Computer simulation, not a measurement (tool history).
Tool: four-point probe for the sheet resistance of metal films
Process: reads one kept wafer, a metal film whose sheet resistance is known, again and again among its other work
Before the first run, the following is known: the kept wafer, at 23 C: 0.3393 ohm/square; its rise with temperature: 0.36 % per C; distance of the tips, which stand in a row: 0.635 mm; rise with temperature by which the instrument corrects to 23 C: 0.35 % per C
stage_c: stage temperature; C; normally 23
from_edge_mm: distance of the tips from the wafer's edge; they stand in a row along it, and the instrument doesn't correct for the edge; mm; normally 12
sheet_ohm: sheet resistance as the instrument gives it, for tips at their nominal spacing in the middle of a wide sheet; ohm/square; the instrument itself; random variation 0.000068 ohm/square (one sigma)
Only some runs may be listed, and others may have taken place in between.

| run | day | stage_c | from_edge_mm | sheet_ohm |
|---|---|---|---|---|
| 1 | 0 | 23 | 12 | 0.339298 |
| 2 | 3.338 | 23 | 12 | 0.339574 |
| 3 | 7.362 | 23 | 12 | 0.339538 |
| 4 | 10.067 | 24 | 12 | 0.339704 |
| 5 | 14.167 | 24 | 12 | 0.339689 |
| 6 | 17.508 | 23 | 10 | 0.339756 |
| 7 | 19.671 | 23 | 61 | 0.339203 |
| 8 | 22.788 | 23 | 61 | 0.339056 |
| 9 | 24.75 | 23 | 61 | 0.339231 |
| 10 | 28.675 | 19 | 61 | 0.339005 |
| 11 | 31.162 | 19 | 61 | 0.338987 |
| 12 | 33.975 | 23 | 18 | 0.339428 |
| 13 | 36.433 | 23 | 18 | 0.339381 |
| 14 | 38.179 | 23 | 16 | 0.339431 |
| 15 | 42.012 | 23 | 16 | 0.339338 |
| 16 | 44.3 | 23 | 12 | 0.33974 |
| 17 | 47.921 | 23 | 12 | 0.339615 |
| 18 | 51.683 | 23 | 12 | 0.339698 |
| 19 | 53.646 | 18 | 12 | 0.339581 |
| 20 | 56.946 | 18 | 12 | 0.339601 |
| 21 | 59.446 | 23 | 12 | 0.339649 |
| 22 | 61.712 | 27 | 12 | 0.339897 |
| 23 | 63.921 | 24 | 11 | 0.339817 |
| 24 | 67.583 | 26 | 29 | 0.339491 |
| 25 | 70.579 | 26 | 29 | 0.339339 |
| 26 | 72.704 | 26 | 29 | 0.339428 |
| 27 | 76.512 | 24 | 15 | 0.339584 |
| 28 | 79.508 | 31 | 18 | 0.339755 |
| 29 | 81.762 | 26 | 12 | 0.339933 |
| 30 | 84.392 | 33 | 7 | 0.341149 |
| 31 | 88.112 | 24 | 35 | 0.339434 |
| 32 | 91.404 | 24 | 35 | 0.339399 |
| 33 | 94.788 | 32 | 9 | 0.340415 |
| 34 | 98.192 | 32 | 9 | 0.340888 |
| 35 | 100.292 | 28 | 50 | 0.340041 |
| 36 | 103.175 | 18 | 13 | 0.340253 |
| 37 | 106.221 | 32 | 4 | 0.344635 |
| 38 | 108.588 | 34 | 15 | 0.34052 |
| 39 | 110.908 | 28 | 3 | 0.34805 |
| 40 | 113.629 | 20 | 55 | 0.339942 |
| 41 | 117.575 | 20 | 55 | 0.339951 |
| 42 | 119.35 | 20 | 55 | 0.339795 |
| 43 | 122.717 | 20 | 55 | 0.339855 |
| 44 | 126.421 | 27 | 37 | 0.340046 |

Withheld: 1 entry from between the runs. Position of each, and hidden state at the listed run before versus the listed run after:
Run 33 -> run 34: stage's thermometer calibrated (day 95.938)
  inner tips' distance over the nominal, %: 0.141 -> 0.148; wafer's true temperature over the reading, C: -0.4 -> 0
  measured value less the no-hidden-state value, sheet_ohm: +0.000043 -> +0.00055 ohm/square
